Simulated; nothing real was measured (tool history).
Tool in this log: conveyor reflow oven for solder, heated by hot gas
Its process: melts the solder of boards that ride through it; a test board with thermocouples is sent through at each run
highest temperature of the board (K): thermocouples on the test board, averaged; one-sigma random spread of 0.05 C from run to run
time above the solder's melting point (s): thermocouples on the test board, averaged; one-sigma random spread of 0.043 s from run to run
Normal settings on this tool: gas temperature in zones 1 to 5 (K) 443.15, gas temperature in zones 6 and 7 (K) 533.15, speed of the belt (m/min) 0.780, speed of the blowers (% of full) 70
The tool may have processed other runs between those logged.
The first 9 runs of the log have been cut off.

run,hour,gas temperature in zones 1 to 5 (K),gas temperature in zones 6 and 7 (K),speed of the belt (m/min),speed of the blowers (% of full),hours of work since the flux was cleaned out,hours of work since the belt drive was overhauled,hours of work since the thermocouples were changed,highest temperature of the board (K),time above the solder's melting point (s)
# hour 225.7: thermocouples of zones 6 and 7 changed
# hour 231.4: flux residue cleaned out of gas plates and filters
10,231.4,443.15,533.15,0.780,65,0,159,0,514.00,27.07
11,245.3,443.15,533.15,0.780,70,8,167,8,515.40,28.30
12,274.2,456.15,533.15,0.780,70,24,183,24,517.99,32.86
13,293.9,432.15,533.15,0.780,70,35,194,35,513.09,24.73
14,310.0,432.15,533.15,0.780,70,44,203,44,513.11,24.63
15,328.2,432.15,533.15,0.780,70,54,213,54,512.99,24.58
16,361.3,432.15,533.15,0.780,70,72,231,73,512.86,24.45
17,382.7,437.15,536.15,0.885,53,84,243,85,504.05,14.51
18,404.4,437.15,536.15,0.624,62,96,255,97,521.38,39.07
19,427.2,453.15,539.15,0.668,65,109,268,110,525.33,42.32
# hour 433.2: belt drive overhauled, speed set with a stopwatch
20,458.6,441.15,540.15,0.795,84,124,14,125,523.69,32.03
21,492.5,443.15,533.15,0.658,54,143,33,144,515.62,33.69
# hour 501.2: belt drive overhauled, speed set with a stopwatch, once more
22,512.0,443.15,522.15,0.780,64,152,6,152,503.73,18.89

Run 23 has not been measured yet. What should we expect?
23,532.8,439.15,533.15,0.780,55,164,18,164,?,?

Run 23 gave highest temperature of the board (K) 508.32, time above the solder's melting point (s) 21.21.
If the tool had no hidden condition, the same run with the same run-to-run variation would have returned highest temperature of the board (K) 509.36, time above the solder's melting point (s) 22.20.

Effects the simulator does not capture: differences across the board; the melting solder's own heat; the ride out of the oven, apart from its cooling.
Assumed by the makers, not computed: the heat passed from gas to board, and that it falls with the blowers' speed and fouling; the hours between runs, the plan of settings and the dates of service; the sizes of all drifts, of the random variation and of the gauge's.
